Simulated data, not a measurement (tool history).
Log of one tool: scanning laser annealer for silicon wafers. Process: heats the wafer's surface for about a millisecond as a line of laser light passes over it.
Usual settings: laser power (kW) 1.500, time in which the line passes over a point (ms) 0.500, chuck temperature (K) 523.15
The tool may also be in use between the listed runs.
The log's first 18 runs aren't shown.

run   hour  laser power (kW)  time in which the line passes over a point (ms)  chuck temperature (K)  hours of work since the window was cleaned  hours of work since the power meter was calibrated  hours of work since the optics were aligned  highest temperature of the surface (K)
 19  301.0             1.500                                            0.500                 523.15                                          34                                                 684                                         1277                                 1330.15
 20  315.3             1.500                                            0.500                 523.15                                          42                                                 692                                         1286                                 1329.15
 21  328.5             1.500                                            0.500                 500.15                                          50                                                 700                                         1293                                 1310.15
 22  350.2             1.289                                            0.516                 499.15                                          63                                                 713                                         1306                                 1168.15
 23  367.7             1.420                                            0.466                 499.15                                          73                                                 723                                         1317                                 1224.15
 24  377.4             1.571                                            0.466                 506.15                                          79                                                 729                                         1322                                 1336.15
 25  391.0             1.571                                            0.376                 552.15                                          87                                                 737                                         1330                                 1294.15
 26  409.1             1.607                                            0.449                 523.15                                          98                                                 747                                         1341                                 1361.15
 27  426.1             1.500                                            0.415                 523.15                                         108                                                 757                                         1351                                 1257.15
 28  447.3             1.500                                            0.415                 523.15                                         120                                                 770                                         1364                                 1257.15
 29  462.0             1.354                                            0.447                 503.15                                         129                                                 779                                         1372                                 1167.15
 30  483.1             1.354                                            0.425                 503.15                                         141                                                 791                                         1385                                 1151.15
 31  505.8             1.354                                            0.495                 499.15                                         155                                                 804                                         1398                                 1200.15
 32  517.0             1.425                                            0.539                 541.15                                         161                                                 811                                         1405                                 1327.15
 33  536.0             1.633                                            0.528                 518.15                                         172                                                 822                                         1416                                 1449.15
 34  550.1             1.416                                            0.503                 528.15                                         181                                                 831                                         1424                                 1277.15
 35  572.1             1.500                                            0.426                 530.15                                         194                                                 844                                         1437                                 1276.15
 36  589.3             1.500                                            0.426                 530.15                                         204                                                 854                                         1447                                 1274.15
 37  599.3             1.500                                            0.426                 530.15                                         210                                                 860                                         1453                                 1272.15
 38  622.8             1.366                                            0.495                 511.15                                         224                                                 874                                         1467                                 1219.15
 39  644.2             1.546                                            0.363                 511.15                                         236                                                 886                                         1480                                 1224.15
 40  658.3             1.546                                            0.363                 511.15                                         245                                                 895                                         1488                                 1226.15

Forecast each of these 4 alternatives for the next run:
  A  679.7             1.472                                            0.620                 490.15                                         257                                                 907                                         1501                                       ?
  B  679.7             1.358                                            0.500                 523.15                                         257                                                 907                                         1501                                       ?
  C  679.7             1.472                                            0.358                 558.15                                         257                                                 907                                         1501                                       ?
  D  679.7             1.589                                            0.565                 502.15                                         257                                                 907                                         1501                                       ?

run  highest temperature of the surface (K)
  A                                 1370.15
  B                                 1230.15
  C                                 1222.15
  D                                 1430.15
Without the tool's hidden state the same runs would have given:
run  highest temperature of the surface (K)
  A                                 1370.15
  B                                 1230.15
  C                                 1222.15
  D                                 1430.15
